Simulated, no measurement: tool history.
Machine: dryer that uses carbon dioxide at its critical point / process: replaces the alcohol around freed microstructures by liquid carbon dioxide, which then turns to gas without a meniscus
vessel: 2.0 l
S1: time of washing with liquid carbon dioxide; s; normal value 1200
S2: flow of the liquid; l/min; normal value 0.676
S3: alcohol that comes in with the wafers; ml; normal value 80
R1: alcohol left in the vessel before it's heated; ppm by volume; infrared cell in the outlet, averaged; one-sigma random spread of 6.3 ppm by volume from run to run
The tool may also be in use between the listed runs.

run   hour    S1     S2  S3    R1
  1    0.0  1200  0.676  80   365
  2    8.4  1200  0.676  80   353
  3   19.9  1200  0.676  80   368
  4   30.8  1200  0.676  80   355
  5   41.5  1200  0.676  80   371
  6   51.0  1200  0.676  80   370
  7   59.6  1200  0.676  80   371
  8   76.2  1200  0.676  80   372
  9   89.9  1200  0.676  80   386
 10  101.0  1200  0.676  36   179
 11  109.5  1200  0.676  36   186
 12  122.7  1200  0.676  36   197
 13  131.4  1200  0.491  80  1291
 14  140.0  1200  0.491  80  1298
 15  155.2   960  0.676  80   933
 16  163.2  1200  0.676  35   194
 17  176.2  1200  0.676  35   187
 18  184.4  1200  0.676  35   203
 19  191.8  1200  0.676  35   204
 20  207.5  1200  0.676  35   197
 21  220.4  1440  0.612  95   327
 22  229.4  1140  0.691  80   453
 23  243.6  1140  0.691  80   467
 24  254.1  1440  0.481  80   761
 25  266.9  1440  0.481  80   756
 26  281.8   960  0.481  34  1196
 27  293.6   960  0.481  34  1190
 28  305.2  1680  0.817  34    55
     309.6  -- inlet filter changed
 29  320.4  1200  0.676  35   165
 30  329.5  1200  0.676  35   158
 31  346.0  1200  0.676  35   153
 32  359.9   840  0.558  35   972
 33  368.6  1500  0.428  94   895
 34  375.9  1260  0.711  64   170
 35  386.2   900  1.060  32    99

Each run again, without the hidden state but with its own random variation kept:
Hidden state at play: flow that reaches the vessel past the clogged filter, %; alcohol in the recycled carbon dioxide, ppm; drift of the gauge itself on alcohol_ppm, %.
run   R1
  1  258
  2  249
  3  260
  4  248
  5  258
  6  255
  7  255
  8  253
  9  262
 10  106
 11  112
 12  120
 13  991
 14  994
 15  686
 16  115
 17  106
 18  120
 19  121
 20  113
 21  197
 22  289
 23  300
 24  520
 25  516
 26  923
 27  915
 28   10
 29  120
 30  112
 31  104
 32  903
 33  816
 34  116
 35   49
